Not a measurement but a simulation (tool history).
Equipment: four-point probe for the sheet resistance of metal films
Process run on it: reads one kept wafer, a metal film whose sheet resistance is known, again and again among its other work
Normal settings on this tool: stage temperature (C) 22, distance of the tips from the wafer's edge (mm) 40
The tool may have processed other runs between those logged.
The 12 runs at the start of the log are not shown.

run	hour	stage temperature (C)	distance of the tips from the wafer's edge (mm)	touches since the probe head was changed	hours of work since the stage's thermometer was calibrated	sheet resistance as the instrument gives it (ohm/square)
13	553.2	22	28	20541	1309	10.713537
14	596.3	22	28	21459	1328	10.711574
15	628.6	26	40	22149	1342	10.670350
16	670.0	26	40	23030	1361	10.670681
17	712.0	26	40	23927	1380	10.668410
18	746.0	33	30	24652	1395	10.604702
19	799.4	33	30	25790	1419	10.604283
20	850.8	24	9	26885	1442	10.714426
21	905.2	24	9	28046	1466	10.721960
22	957.9	22	4	29170	1489	10.851210
23	989.2	22	4	29836	1503	10.850430
24	1024.8	22	4	30594	1519	10.846776
25	1065.3	22	7	31459	1537	10.753460
26	1100.6	19	35	32211	1553	10.742810
27	1149.8	21	5	33260	1575	10.811440
28	1203.7	21	5	34409	1599	10.809439
29	1253.6	24	44	35473	1622	10.688605
30	1288.1	24	44	36208	1637	10.686421
31	1326.7	26	20	37031	1654	10.672580
32	1354.3	26	20	37619	1667	10.669003
33	1392.7	31	43	38438	1684	10.616663

Predict the results of run 34:
34	1430.9	20	25	39253	1701	?

sheet resistance as the instrument gives it (ohm/square): 10.725401
Minus the tool's unlogged condition, the same run would have read sheet resistance as the instrument gives it (ohm/square) 10.814398.

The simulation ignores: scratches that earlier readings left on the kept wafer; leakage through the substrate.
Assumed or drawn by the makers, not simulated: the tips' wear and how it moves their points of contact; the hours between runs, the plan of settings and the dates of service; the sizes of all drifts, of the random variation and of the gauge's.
